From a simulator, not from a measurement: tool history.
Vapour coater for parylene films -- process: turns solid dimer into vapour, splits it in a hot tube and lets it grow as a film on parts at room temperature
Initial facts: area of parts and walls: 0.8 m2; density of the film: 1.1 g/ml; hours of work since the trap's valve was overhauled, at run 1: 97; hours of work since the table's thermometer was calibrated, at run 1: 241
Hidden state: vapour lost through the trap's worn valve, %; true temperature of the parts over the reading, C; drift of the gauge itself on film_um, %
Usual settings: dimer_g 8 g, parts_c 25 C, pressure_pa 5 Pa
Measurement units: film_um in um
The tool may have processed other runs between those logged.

run	hour	dimer_g	parts_c	pressure_pa	hours of work since the trap's valve was overhauled	hours of work since the table's thermometer was calibrated	film_um
1	0	8	25	5	97	241	5.88
2	14.7	8	25	5	105	249	5.85
3	31.2	8	25	5	113	258	5.91
4	44.8	8	25	5	121	265	5.81
5	59.1	8	25	5	128	273	5.84
6	79.8	8	25	5.52	140	284	5.73
7	89.5	8	25	5.52	145	289	5.82
8	103.8	13	25	5	152	297	9.45
9	120	8	25	9.39	161	305	5.61
10	131.2	8	25	9.39	167	311	5.65
11	144.5	8	25	5	174	319	5.88
12	154.1	8	25	5	180	324	5.83
13	164.5	8	25	5	185	329	5.8
14	178.2	5	25	5	192	337	3.68
15	190.3	8	25	9.48	199	343	5.58
16	210.1	8	25	9.48	210	354	5.63
17	231.1	8	25	9.48	221	365	5.58
18	246.4	8	25	9.48	229	373	5.56
19	265.4	8	25	9.48	239	384	5.55
20	280.2	8	25	9.48	247	392	5.53
# hour 291.7: trap's valve overhauled
21	298.7	8	25	9.48	4	399	5.57
22	315.6	11	32	2.37	13	409	7.24
23	325.5	11	32	2.37	18	414	7.23
24	344	11	32	10.55	28	424	6.53
25	353.6	4	25	6.01	33	429	2.87
26	368	4	25	6.01	41	437	2.88
27	387.8	4	25	3.31	52	447	3.03
28	401.4	8	30	5	59	455	5.28
29	422.5	8	30	5	70	466	5.33
30	436.9	8	20	8.61	78	474	6.35
31	453.4	8	20	8.61	87	483	6.26
32	472	4	32	10.4	97	493	2.41
33	484.2	4	32	10.4	104	499	2.4
34	498.8	3	23	3.59	111	507	2.37
35	513.4	5	18	5	119	515	4.26
36	531.4	5	18	5	129	525	4.22
37	542.2	5	18	5	135	530	4.16
38	554.5	5	25	3.39	141	537	3.8

Describe how what the log doesn't record of the tool's condition differs between the last listed run preceding each entry between runs and the first listed run following it.
Between runs 20 and 21: trap's valve overhauled (hour 291.7)
  vapour lost through the trap's worn valve, %: 0.7 -> 0
